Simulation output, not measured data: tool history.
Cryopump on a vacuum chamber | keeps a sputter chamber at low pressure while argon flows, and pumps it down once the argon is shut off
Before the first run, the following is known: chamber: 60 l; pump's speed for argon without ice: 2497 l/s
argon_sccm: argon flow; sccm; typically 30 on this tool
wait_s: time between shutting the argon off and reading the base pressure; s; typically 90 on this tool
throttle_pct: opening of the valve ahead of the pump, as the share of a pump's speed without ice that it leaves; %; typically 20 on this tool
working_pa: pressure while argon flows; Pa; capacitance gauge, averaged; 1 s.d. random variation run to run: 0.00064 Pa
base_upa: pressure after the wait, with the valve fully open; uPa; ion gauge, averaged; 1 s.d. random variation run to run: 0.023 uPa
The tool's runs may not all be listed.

run,hour,argon_sccm,wait_s,throttle_pct,working_pa,base_upa
1,0,30,90,20,0.1015,1.46
2,88.2,30,90,20,0.102,1.48
3,150.5,30,90,20,0.1023,1.56
4,248.4,30,90,20,0.1021,1.63
5,312.3,30,90,20,0.1019,1.71
6,414.9,30,90,44,0.0468,1.77
7,502.4,30,90,44,0.0481,1.87
8,588.6,30,90,44,0.0474,1.95
9,650.9,35,90,27,0.0904,2.05
10,765.4,35,79,20,0.1223,2.19
11,882.2,14,90,36,0.0287,2.31
12,934.2,14,90,36,0.0281,2.34
13,990.3,20,90,20,0.0703,2.38

What will run 14 give?
14,1056.8,30,23,29,?,?

working_pa: 0.0746 Pa
base_upa: 4.31 uPa
Minus the tool's unlogged condition, the same run would have read working_pa 0.0708 Pa, base_upa 2.62 uPa.

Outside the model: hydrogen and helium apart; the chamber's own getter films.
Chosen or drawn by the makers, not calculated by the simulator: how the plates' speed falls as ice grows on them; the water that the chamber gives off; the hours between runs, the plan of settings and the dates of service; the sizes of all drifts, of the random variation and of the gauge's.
